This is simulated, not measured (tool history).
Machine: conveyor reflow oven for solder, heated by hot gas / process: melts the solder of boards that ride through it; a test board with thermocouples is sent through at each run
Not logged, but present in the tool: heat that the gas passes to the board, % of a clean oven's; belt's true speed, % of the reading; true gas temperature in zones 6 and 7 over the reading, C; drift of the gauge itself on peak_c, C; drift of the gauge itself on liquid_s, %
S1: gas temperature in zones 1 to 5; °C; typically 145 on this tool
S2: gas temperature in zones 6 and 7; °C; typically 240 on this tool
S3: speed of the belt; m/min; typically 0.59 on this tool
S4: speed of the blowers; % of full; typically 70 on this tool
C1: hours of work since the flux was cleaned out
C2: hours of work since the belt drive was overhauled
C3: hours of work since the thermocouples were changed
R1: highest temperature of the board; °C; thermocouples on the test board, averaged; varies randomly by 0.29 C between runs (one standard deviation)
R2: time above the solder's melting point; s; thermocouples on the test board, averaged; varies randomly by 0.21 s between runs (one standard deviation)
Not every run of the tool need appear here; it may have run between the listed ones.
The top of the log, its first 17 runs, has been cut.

| run | day | S1 | S2 | S3 | S4 | C1 | C2 | C3 | R1 | R2 |
|---|---|---|---|---|---|---|---|---|---|---|
| 18 | 13.792 | 150 | 249 | 0.584 | 88 | 16 | 561 | 261 | 232.6 | 67.1 |
| 19 | 14.604 | 150 | 236 | 0.584 | 56 | 25 | 570 | 270 | 215.6 | 56.6 |
| 20 | 15.642 | 136 | 249 | 0.553 | 56 | 36 | 581 | 281 | 225.6 | 61.7 |
| 21 | 16.271 | 136 | 249 | 0.553 | 56 | 43 | 588 | 288 | 225.6 | 61.3 |
| 22 | 17.471 | 154 | 249 | 0.553 | 56 | 56 | 601 | 301 | 229.1 | 70.5 |
| 23 | 18.508 | 152 | 240 | 0.662 | 76 | 67 | 612 | 312 | 218.9 | 52.6 |
| 24 | 19.475 | 134 | 240 | 0.707 | 76 | 78 | 623 | 323 | 211.3 | 38.3 |
| 25 | 20.062 | 145 | 241 | 0.59 | 60 | 84 | 629 | 329 | 218.6 | 56.1 |
| 26 | 21.262 | 145 | 241 | 0.59 | 60 | 97 | 642 | 342 | 219.1 | 56.1 |
| 27 | 22.358 | 145 | 241 | 0.59 | 60 | 109 | 654 | 354 | 218.9 | 55.7 |
| 28 | 23.362 | 145 | 240 | 0.505 | 62 | 119 | 664 | 364 | 223.5 | 70.2 |
| 29 | 24.038 | 145 | 240 | 0.59 | 65 | 127 | 672 | 372 | 218.7 | 56.3 |
| 30 | 25.083 | 149 | 240 | 0.548 | 65 | 138 | 683 | 383 | 222.1 | 64.5 |

Forecast each of these 3 alternatives for the next run:
| A | 26.217 | 145 | 244 | 0.59 | 70 | 150 | 695 | 395 | ? | ? |
| B | 26.217 | 149 | 240 | 0.548 | 72 | 150 | 695 | 395 | ? | ? |
| C | 26.217 | 147 | 245 | 0.482 | 65 | 150 | 695 | 395 | ? | ? |

| run | R1 | R2 |
|---|---|---|
| A | 223.1 | 59.3 |
| B | 222.8 | 65.5 |
| C | 229.8 | 78.6 |
With no hidden state in the tool, these same runs would have given:
| run | R1 | R2 |
|---|---|---|
| A | 224.6 | 59.9 |
| B | 224.2 | 66 |
| C | 231.1 | 78.9 |
